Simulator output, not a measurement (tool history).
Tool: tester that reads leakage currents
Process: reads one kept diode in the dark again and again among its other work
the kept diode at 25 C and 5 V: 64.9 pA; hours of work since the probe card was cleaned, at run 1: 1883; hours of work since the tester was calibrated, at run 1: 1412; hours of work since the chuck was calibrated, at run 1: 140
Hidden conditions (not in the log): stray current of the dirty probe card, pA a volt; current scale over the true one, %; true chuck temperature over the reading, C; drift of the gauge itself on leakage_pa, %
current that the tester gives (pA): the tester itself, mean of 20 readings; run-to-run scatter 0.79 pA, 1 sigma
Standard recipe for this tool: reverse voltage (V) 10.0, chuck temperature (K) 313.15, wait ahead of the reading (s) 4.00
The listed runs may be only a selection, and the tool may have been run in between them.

| run | hour | reverse voltage (V) | chuck temperature (K) | wait ahead of the reading (s) | hours of work since the probe card was cleaned | hours of work since the tester was calibrated | hours of work since the chuck was calibrated | current that the tester gives (pA) |
|---|---|---|---|---|---|---|---|---|
| 1 | 0.0 | 10.0 | 313.15 | 4.00 | 1883 | 1412 | 140 | 264.64 |
| 2 | 85.7 | 10.0 | 313.15 | 4.00 | 1940 | 1469 | 197 | 264.02 |
| 3 | 177.2 | 10.0 | 313.15 | 4.00 | 2001 | 1531 | 258 | 265.05 |
| 4 | 263.4 | 10.0 | 313.15 | 4.00 | 2058 | 1588 | 316 | 265.07 |
| 5 | 306.1 | 10.0 | 313.15 | 4.00 | 2087 | 1617 | 344 | 264.05 |
| 6 | 361.7 | 10.0 | 313.15 | 4.00 | 2124 | 1654 | 381 | 264.61 |
| 7 | 428.6 | 10.0 | 313.15 | 4.00 | 2169 | 1698 | 426 | 264.42 |
| 8 | 488.2 | 10.0 | 313.15 | 4.00 | 2208 | 1738 | 466 | 264.73 |
| 9 | 579.1 | 10.0 | 313.15 | 4.00 | 2269 | 1799 | 526 | 264.17 |
| 10 | 678.6 | 10.0 | 313.15 | 4.00 | 2335 | 1865 | 593 | 263.74 |
| 11 | 745.1 | 10.0 | 313.15 | 4.00 | 2380 | 1909 | 637 | 264.95 |
| 12 | 835.9 | 10.0 | 313.15 | 4.00 | 2440 | 1970 | 698 | 265.32 |
| 13 | 916.5 | 10.0 | 313.15 | 4.00 | 2494 | 2024 | 752 | 264.18 |
| 14 | 987.0 | 10.0 | 313.15 | 4.00 | 2541 | 2071 | 799 | 263.84 |
| 15 | 1066.8 | 10.0 | 326.15 | 4.00 | 2594 | 2124 | 852 | 634.10 |
| 16 | 1138.4 | 2.2 | 326.15 | 8.22 | 2642 | 2172 | 900 | 328.32 |
| 17 | 1216.4 | 2.2 | 326.15 | 8.22 | 2694 | 2224 | 952 | 328.20 |
| 18 | 1272.3 | 10.0 | 305.15 | 4.00 | 2732 | 2261 | 989 | 148.91 |
| 19 | 1326.2 | 10.0 | 305.15 | 4.00 | 2767 | 2297 | 1025 | 148.65 |
| 20 | 1412.1 | 10.0 | 300.15 | 1.84 | 2825 | 2355 | 1082 | 102.68 |
| 21 | 1506.9 | 4.7 | 294.15 | 1.53 | 2888 | 2418 | 1146 | 46.38 |
| 22 | 1567.3 | 10.0 | 313.15 | 0.40 | 2928 | 2458 | 1186 | 264.49 |
| 23 | 1659.4 | 1.4 | 326.15 | 0.40 | 2990 | 2520 | 1247 | 270.82 |
| 24 | 1749.2 | 1.4 | 326.15 | 0.40 | 3050 | 2579 | 1307 | 269.14 |
| 25 | 1816.8 | 2.5 | 326.15 | 0.52 | 3095 | 2625 | 1352 | 346.55 |
|  | 1834.1 | chuck's temperature calibrated |
| 26 | 1878.7 | 2.5 | 326.15 | 0.52 | 3135 | 2665 | 30 | 348.80 |
| 27 | 1940.8 | 10.7 | 332.15 | 3.01 | 3176 | 2706 | 71 | 953.41 |
| 28 | 1987.6 | 10.0 | 313.15 | 7.35 | 3207 | 2737 | 102 | 264.44 |

For each entry between runs, how does the tool's hidden state at the last listed run before it compare with that at the first listed run after it?
After run 25, before run 26: chuck's temperature calibrated (hour 1834.1)
  true chuck temperature over the reading, C: -0.03 -> 0
